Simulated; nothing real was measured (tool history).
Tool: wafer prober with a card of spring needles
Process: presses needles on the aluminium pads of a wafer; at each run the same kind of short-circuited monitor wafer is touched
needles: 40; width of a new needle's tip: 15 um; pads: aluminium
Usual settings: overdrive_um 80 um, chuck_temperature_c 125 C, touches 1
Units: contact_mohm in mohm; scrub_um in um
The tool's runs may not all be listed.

| run | hour | overdrive_um | chuck_temperature_c | touches | contact_mohm | scrub_um |
|---|---|---|---|---|---|---|
| 1 | 0 | 80 | 125 | 1 | 146 | 14.47 |
|  | 7.3 | height of the first contact set anew |
|  | 21.7 | tips cleaned on abrasive film |
| 2 | 40.7 | 80 | 125 | 1 | 146 | 14.44 |
|  | 58.9 | tips cleaned on abrasive film |
| 3 | 89 | 80 | 125 | 2 | 141 | 14.44 |
|  | 96.9 | tips cleaned on abrasive film |
|  | 132 | tips cleaned on abrasive film |
| 4 | 155.3 | 80 | 125 | 1 | 142 | 14.41 |
|  | 171.7 | tips cleaned on abrasive film |
| 5 | 193.4 | 89 | 125 | 1 | 145 | 16.01 |
|  | 208.1 | tips cleaned on abrasive film |
| 6 | 231.5 | 89 | 125 | 1 | 143 | 15.98 |
|  | 247.6 | tips cleaned on abrasive film |
|  | 285 | tips cleaned on abrasive film |
| 7 | 292.7 | 89 | 125 | 1 | 144 | 16 |

Forecast run 8:
|  | 319.1 | height of the first contact set anew |
|  | 325.9 | tips cleaned on abrasive film |
|  | 361 | tips cleaned on abrasive film |
| 8 | 363.6 | 89 | 79 | 1 | ? | ? |

contact_mohm: 135 mohm
scrub_um: 15.92 um
Without the tool's hidden state the same run would have given contact_mohm 135 mohm, scrub_um 16.09 um.

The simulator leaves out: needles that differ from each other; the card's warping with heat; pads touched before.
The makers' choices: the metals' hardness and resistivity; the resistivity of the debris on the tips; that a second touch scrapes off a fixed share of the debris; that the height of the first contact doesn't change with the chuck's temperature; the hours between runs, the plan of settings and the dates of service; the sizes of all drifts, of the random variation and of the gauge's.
